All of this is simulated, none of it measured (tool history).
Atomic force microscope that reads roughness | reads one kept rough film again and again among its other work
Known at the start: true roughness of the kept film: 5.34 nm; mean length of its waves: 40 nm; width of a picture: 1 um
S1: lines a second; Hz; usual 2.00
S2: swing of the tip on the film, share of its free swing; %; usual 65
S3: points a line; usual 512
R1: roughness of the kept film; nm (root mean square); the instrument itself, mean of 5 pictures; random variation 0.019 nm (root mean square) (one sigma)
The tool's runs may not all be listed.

| run | hour | S1 | S2 | S3 | R1 |
|---|---|---|---|---|---|
| 1 | 0.0 | 2.00 | 65 | 512 | 4.516 |
| 2 | 32.2 | 2.00 | 65 | 512 | 4.317 |
| 3 | 68.7 | 2.00 | 79 | 512 | 3.719 |
| 4 | 124.6 | 2.00 | 65 | 290 | 3.791 |
|  | 133.7 | new tip fitted |
| 5 | 174.0 | 2.00 | 78 | 512 | 3.983 |
| 6 | 227.1 | 2.00 | 78 | 512 | 3.686 |
| 7 | 267.3 | 2.00 | 65 | 536 | 3.749 |
|  | 275.3 | new tip fitted |
| 8 | 330.2 | 2.00 | 80 | 512 | 3.774 |
| 9 | 376.7 | 2.00 | 65 | 512 | 3.912 |
|  | 414.2 | new tip fitted |
| 10 | 427.6 | 2.00 | 65 | 512 | 4.420 |
| 11 | 472.3 | 2.00 | 65 | 325 | 4.100 |
| 12 | 534.9 | 2.00 | 65 | 512 | 3.759 |
|  | 552.8 | new tip fitted |
| 13 | 584.9 | 2.00 | 65 | 512 | 4.294 |
|  | 602.8 | height scale calibrated on a step standard |
| 14 | 627.3 | 3.73 | 65 | 512 | 3.894 |
| 15 | 681.2 | 2.00 | 65 | 444 | 3.885 |
|  | 693.5 | new tip fitted |
| 16 | 710.8 | 2.00 | 65 | 444 | 4.472 |
| 17 | 756.5 | 0.56 | 69 | 512 | 4.437 |
| 18 | 782.4 | 0.56 | 69 | 512 | 4.301 |
|  | 833.6 | new tip fitted |
| 19 | 833.7 | 2.00 | 73 | 687 | 4.405 |
| 20 | 871.9 | 2.45 | 62 | 342 | 4.342 |
| 21 | 901.7 | 2.15 | 62 | 441 | 4.218 |
| 22 | 952.8 | 2.15 | 62 | 441 | 3.917 |
|  | 973.3 | new tip fitted |
| 23 | 1011.0 | 1.14 | 63 | 608 | 4.514 |
| 24 | 1040.8 | 1.72 | 72 | 377 | 4.073 |
| 25 | 1095.4 | 1.95 | 87 | 566 | 3.342 |
|  | 1115.9 | new tip fitted |
| 26 | 1134.2 | 1.95 | 87 | 566 | 3.809 |
| 27 | 1185.0 | 2.92 | 83 | 288 | 3.386 |
| 28 | 1240.9 | 2.92 | 83 | 288 | 3.179 |
|  | 1256.7 | new tip fitted |
| 29 | 1284.1 | 2.92 | 83 | 288 | 3.564 |

Forecast each of these 5 alternatives for the next run:
| A | 1320.1 | 3.79 | 65 | 452 | ? |
| B | 1320.1 | 1.30 | 69 | 588 | ? |
| C | 1320.1 | 1.55 | 57 | 288 | ? |
| D | 1320.1 | 0.68 | 75 | 288 | ? |
| E | 1320.1 | 1.83 | 71 | 512 | ? |

| run | R1 |
|---|---|
| A | 3.903 |
| B | 4.193 |
| C | 4.330 |
| D | 4.268 |
| E | 4.062 |
Without the tool's hidden state the same runs would have given:
| run | R1 |
|---|---|
| A | 4.329 |
| B | 4.650 |
| C | 4.802 |
| D | 4.734 |
| E | 4.504 |
